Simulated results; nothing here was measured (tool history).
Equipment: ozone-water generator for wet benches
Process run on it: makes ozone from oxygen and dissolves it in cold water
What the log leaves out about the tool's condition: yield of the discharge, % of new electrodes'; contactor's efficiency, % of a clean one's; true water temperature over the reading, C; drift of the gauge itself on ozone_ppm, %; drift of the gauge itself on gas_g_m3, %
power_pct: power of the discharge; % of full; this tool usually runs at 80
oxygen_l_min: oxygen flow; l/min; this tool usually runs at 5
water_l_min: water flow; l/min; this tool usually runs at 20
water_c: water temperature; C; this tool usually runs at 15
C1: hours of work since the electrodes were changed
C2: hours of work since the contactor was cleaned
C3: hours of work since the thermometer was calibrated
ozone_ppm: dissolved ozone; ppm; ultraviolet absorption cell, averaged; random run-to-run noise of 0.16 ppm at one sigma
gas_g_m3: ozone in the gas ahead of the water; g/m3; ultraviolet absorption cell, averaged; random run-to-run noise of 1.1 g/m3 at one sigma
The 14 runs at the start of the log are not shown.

At hour 1531.1: water thermometer calibrated, once more.
Run 15, hour 1541.9: usual settings; C1 2070; C2 4127; C3 8. Result: ozone_ppm 19.1 ppm, gas_g_m3 183.2 g/m3.
Run 16, hour 1626.8: usual settings; C1 2131; C2 4189; C3 69. Result: ozone_ppm 18.7 ppm, gas_g_m3 182.3 g/m3.
Run 17, hour 1754.2: usual settings; C1 2224; C2 4281; C3 161. Result: ozone_ppm 18.7 ppm, gas_g_m3 181.1 g/m3.
Run 18, hour 1849.6: usual settings but power_pct 54 % of full, oxygen_l_min 3.56 l/min, water_l_min 32 l/min, water_c 8 C; C1 2293; C2 4350; C3 230. Result: ozone_ppm 9.7 ppm, gas_g_m3 169.8 g/m3.
Run 19, hour 1929.3: usual settings but power_pct 54 % of full, oxygen_l_min 3.56 l/min, water_l_min 32 l/min, water_c 8 C; C1 2350; C2 4408; C3 288. Result: ozone_ppm 9.7 ppm, gas_g_m3 168.1 g/m3.
Run 20, hour 2010.2: usual settings but power_pct 54 % of full, oxygen_l_min 3.56 l/min, water_l_min 32 l/min, water_c 8 C; C1 2409; C2 4466; C3 347. Result: ozone_ppm 9.9 ppm, gas_g_m3 170.4 g/m3.
Run 21, hour 2092.2: usual settings but oxygen_l_min 5.48 l/min, water_c 12 C; C1 2468; C2 4526; C3 406. Result: ozone_ppm 19.6 ppm, gas_g_m3 172.7 g/m3.
Run 22, hour 2202.2: usual settings but oxygen_l_min 3.19 l/min, water_l_min 12 l/min, water_c 12 C; C1 2548; C2 4605; C3 486. Result: ozone_ppm 27.7 ppm, gas_g_m3 232.1 g/m3.
Run 23, hour 2326.7: usual settings but power_pct 44 % of full, oxygen_l_min 3.19 l/min, water_l_min 12 l/min, water_c 7 C; C1 2638; C2 4695; C3 576. Result: ozone_ppm 20.2 ppm, gas_g_m3 157.5 g/m3.
Run 24, hour 2385.1: usual settings but power_pct 43 % of full, water_l_min 17 l/min; C1 2680; C2 4738; C3 618. Result: ozone_ppm 13.9 ppm, gas_g_m3 120 g/m3.
Run 25, hour 2463.4: usual settings but oxygen_l_min 2.62 l/min; C1 2737; C2 4794; C3 675. Result: ozone_ppm 17.4 ppm, gas_g_m3 257.1 g/m3.
Run 26, hour 2543.5: usual settings but power_pct 69 % of full, oxygen_l_min 2.62 l/min; C1 2795; C2 4852; C3 733. Result: ozone_ppm 15.7 ppm, gas_g_m3 235.4 g/m3.
Run 27, hour 2638.5: usual settings but power_pct 64 % of full, water_l_min 28 l/min, water_c 7 C; C1 2864; C2 4921; C3 801. Result: ozone_ppm 13.4 ppm, gas_g_m3 153.8 g/m3.
Run 28, hour 2754.8: usual settings but power_pct 64 % of full, water_l_min 28 l/min, water_c 7 C; C1 2948; C2 5005; C3 885. Result: ozone_ppm 13.6 ppm, gas_g_m3 155.4 g/m3.
Run 29, hour 2814.9: usual settings but power_pct 87 % of full, water_l_min 28 l/min, water_c 7 C; C1 2991; C2 5049; C3 929. Result: ozone_ppm 16.2 ppm, gas_g_m3 189 g/m3.
Run 30, hour 2910.9: usual settings but power_pct 87 % of full, water_l_min 28 l/min, water_c 7 C; C1 3061; C2 5118; C3 998. Result: ozone_ppm 16.2 ppm, gas_g_m3 189.3 g/m3.

Here are 4 independent what-if runs from the current tool condition. What would each one return?
Run A, hour 2983: usual settings but water_c 16 C; C1 3113; C2 5170; C3 1051. Result: ozone_ppm ?, gas_g_m3 ?.
Run B, hour 2983: usual settings but power_pct 96 % of full, water_l_min 15 l/min; C1 3113; C2 5170; C3 1051. Result: ozone_ppm ?, gas_g_m3 ?.
Run C, hour 2983: usual settings but power_pct 59 % of full, oxygen_l_min 2.63 l/min, water_l_min 12 l/min; C1 3113; C2 5170; C3 1051. Result: ozone_ppm ?, gas_g_m3 ?.
Run D, hour 2983: usual settings but power_pct 92 % of full, oxygen_l_min 2.98 l/min, water_l_min 28 l/min, water_c 7 C; C1 3113; C2 5170; C3 1051. Result: ozone_ppm ?, gas_g_m3 ?.

run  ozone_ppm  gas_g_m3
  A       18.2     177.8
  B       25.1     202.1
  C       21.6     209.9
  D       14.7     260.4
With the hidden condition removed and each run's random variation left untouched, the same runs would have given:
run  ozone_ppm  gas_g_m3
  A       20.5     188.1
  B       28.3       215
  C       23.9     219.6
  D       16.8     276.6
